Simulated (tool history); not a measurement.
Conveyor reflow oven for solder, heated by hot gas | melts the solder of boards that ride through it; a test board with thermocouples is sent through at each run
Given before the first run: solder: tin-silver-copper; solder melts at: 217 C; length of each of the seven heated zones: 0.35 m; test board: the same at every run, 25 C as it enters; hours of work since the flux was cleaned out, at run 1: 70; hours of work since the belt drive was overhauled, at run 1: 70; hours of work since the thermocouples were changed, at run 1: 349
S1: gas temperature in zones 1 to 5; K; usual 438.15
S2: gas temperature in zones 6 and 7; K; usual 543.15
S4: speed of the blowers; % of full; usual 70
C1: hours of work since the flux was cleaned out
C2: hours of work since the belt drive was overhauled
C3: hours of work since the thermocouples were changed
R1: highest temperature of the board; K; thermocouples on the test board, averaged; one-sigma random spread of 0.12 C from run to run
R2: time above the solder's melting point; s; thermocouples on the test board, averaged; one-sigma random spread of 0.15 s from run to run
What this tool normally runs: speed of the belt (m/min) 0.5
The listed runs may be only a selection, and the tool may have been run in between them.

run 1 day=0 | S1=438.15 S2=543.15 speed_of_the_belt_(m/min)=0.5 S4=70 | C1=70 C2=70 C3=349 | R1=522.25 R2=55.9
run 2 day=3.167 | S1=438.15 S2=543.15 speed_of_the_belt_(m/min)=0.528 S4=70 | C1=112 C2=112 C3=391 | R1=520.05 R2=50.4
run 3 day=5.129 | S1=438.15 S2=543.15 speed_of_the_belt_(m/min)=0.5 S4=70 | C1=139 C2=139 C3=417 | R1=522.35 R2=55.7
run 4 day=7.704 | S1=438.15 S2=543.15 speed_of_the_belt_(m/min)=0.5 S4=70 | C1=173 C2=173 C3=452 | R1=521.95 R2=55.6
-- day=9.021 flux residue cleaned out of gas plates and filters
run 5 day=11.321 | S1=438.15 S2=543.15 speed_of_the_belt_(m/min)=0.5 S4=70 | C1=31 C2=219 C3=498 | R1=522.25 R2=55.7
run 6 day=13.008 | S1=438.15 S2=543.15 speed_of_the_belt_(m/min)=0.5 S4=70 | C1=53 C2=242 C3=520 | R1=522.35 R2=55.7
run 7 day=16.267 | S1=438.15 S2=543.15 speed_of_the_belt_(m/min)=0.5 S4=70 | C1=97 C2=285 C3=564 | R1=522.15 R2=55.8
run 8 day=19.221 | S1=438.15 S2=543.15 speed_of_the_belt_(m/min)=0.5 S4=70 | C1=137 C2=325 C3=604 | R1=522.05 R2=55.9
run 9 day=21.212 | S1=438.15 S2=543.15 speed_of_the_belt_(m/min)=0.5 S4=70 | C1=164 C2=352 C3=630 | R1=522.25 R2=55.6
run 10 day=22.875 | S1=431.15 S2=543.15 speed_of_the_belt_(m/min)=0.5 S4=70 | C1=186 C2=374 C3=653 | R1=520.75 R2=52.1
-- day=23.262 flux residue cleaned out of gas plates and filters
run 11 day=25.846 | S1=438.15 S2=543.15 speed_of_the_belt_(m/min)=0.5 S4=88 | C1=35 C2=411 C3=690 | R1=527.35 R2=61.4
run 12 day=27.654 | S1=438.15 S2=543.15 speed_of_the_belt_(m/min)=0.5 S4=88 | C1=59 C2=435 C3=714 | R1=527.35 R2=61.1
run 13 day=29.275 | S1=438.15 S2=543.15 speed_of_the_belt_(m/min)=0.475 S4=70 | C1=81 C2=457 C3=736 | R1=524.15 R2=60.9
run 14 day=31.596 | S1=438.15 S2=543.15 speed_of_the_belt_(m/min)=0.475 S4=70 | C1=112 C2=488 C3=767 | R1=524.05 R2=61.1
-- day=33.396 thermocouples of zones 6 and 7 changed
run 15 day=34.562 | S1=438.15 S2=538.15 speed_of_the_belt_(m/min)=0.475 S4=70 | C1=151 C2=527 C3=16 | R1=519.75 R2=57.1
-- day=37.542 flux residue cleaned out of gas plates and filters
run 16 day=37.542 | S1=438.15 S2=538.15 speed_of_the_belt_(m/min)=0.475 S4=70 | C1=0 C2=564 C3=53 | R1=519.85 R2=57.2
run 17 day=39.9 | S1=427.15 S2=553.15 speed_of_the_belt_(m/min)=0.422 S4=66 | C1=32 C2=596 C3=85 | R1=533.85 R2=74.2
run 18 day=41.779 | S1=427.15 S2=553.15 speed_of_the_belt_(m/min)=0.422 S4=66 | C1=57 C2=621 C3=110 | R1=534.05 R2=74.2

For run 19, what comes out?
run 19 day=43.512 | S1=441.15 S2=543.15 speed_of_the_belt_(m/min)=0.522 S4=61 | C1=80 C2=644 C3=133 | R1=? R2=?

Run 19 measured R1 517.65 K, R2 48.8 s.
With no hidden state in the tool, this same run would have given R1 517.65 K, R2 48.8 s.
